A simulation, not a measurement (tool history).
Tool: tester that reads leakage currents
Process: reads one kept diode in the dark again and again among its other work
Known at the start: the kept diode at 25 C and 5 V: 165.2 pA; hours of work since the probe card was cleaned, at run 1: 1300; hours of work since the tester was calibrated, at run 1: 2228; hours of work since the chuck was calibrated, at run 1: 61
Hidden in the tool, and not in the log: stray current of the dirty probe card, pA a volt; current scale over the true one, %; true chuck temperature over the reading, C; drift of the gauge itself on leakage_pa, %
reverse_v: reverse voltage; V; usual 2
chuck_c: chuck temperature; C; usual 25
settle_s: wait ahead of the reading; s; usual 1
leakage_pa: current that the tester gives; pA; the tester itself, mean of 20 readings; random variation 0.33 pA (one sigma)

run,hour,reverse_v,chuck_c,settle_s,hours of work since the probe card was cleaned,hours of work since the tester was calibrated,hours of work since the chuck was calibrated,leakage_pa
1,0,2,25,1,1300,2228,61,126.09
2,44.6,2,22,1,1333,2261,94,95.26
3,115.6,2,37,1,1386,2314,147,374.71
4,163.3,2,25,1,1422,2350,183,125.96
5,208.5,2,25,1,1456,2384,216,125.58
6,255.5,2,25,1,1491,2419,252,125.84
7,327.8,2,25,1,1545,2472,305,125.52
8,392,2,25,2.08,1592,2520,353,125.18
9,427,3.39,25,2.08,1619,2546,379,151.78
10,468.1,3.39,25,2.08,1649,2577,410,150.85
11,536.1,3.39,25,2.08,1700,2628,461,151.51
12,579.3,2,25,2.14,1732,2660,493,125.03
13,649.7,2,47,2.14,1785,2712,545,875.87
14,706.7,2,47,2.14,1827,2755,588,878.05
15,791.8,2,25,1,1891,2818,651,125.22
# hour 802.8: probe card cleaned and baked
16,879.7,2,40,1,57,2882,715,475.65
17,951.7,2,41,1,111,2935,768,516.13
18,1019.1,11.91,25,1,161,2986,819,216.08
19,1080.9,11.91,25,1,207,3032,865,216.51
20,1116.1,11.91,25,1,234,3058,891,216.19
21,1161.9,16.28,44,4.47,268,3092,925,1317
22,1233.3,2,25,0.59,321,3145,978,119.07
23,1273.3,2,25,0.59,351,3175,1008,118.89
# hour 1282.7: chuck's temperature calibrated
24,1328,2,25,0.59,390,3214,34,117.44
25,1369.2,2,24,0.35,421,3245,64,107.52
26,1411.2,2,24,0.35,452,3276,96,106.94
27,1453.8,8.89,50,2.34,484,3308,128,1751.2
28,1489.1,2.32,25,1,510,3334,154,121.88
# hour 1519.5: chuck's temperature calibrated, once more
29,1570,2.32,25,0.84,569,3393,38,132.6
30,1642.6,2.9,25,3.39,623,3447,92,141.94
31,1699.7,2,39,0.6,666,3490,134,452.76
32,1779.1,1.7,27,4.83,725,3549,194,142.91
33,1863,1.7,27,4.83,787,3612,256,142.61
34,1940.7,1.7,27,4.83,845,3670,314,142.94
35,1999.6,1.7,32,1.78,889,3714,358,226.49

Forecast each of these 4 alternatives for the next run:
A,2077.9,7.98,59,1.78,948,3772,416,?
B,2077.9,17.5,28,0.38,948,3772,416,?
C,2077.9,9.17,25,1,948,3772,416,?
D,2077.9,3.63,24,9.38,948,3772,416,?

run,leakage_pa
A,3673.19
B,367.6
C,215.53
D,138.77
Without the tool's hidden state the same runs would have given:
run,leakage_pa
A,3693.01
B,344.72
C,203.96
D,134.9
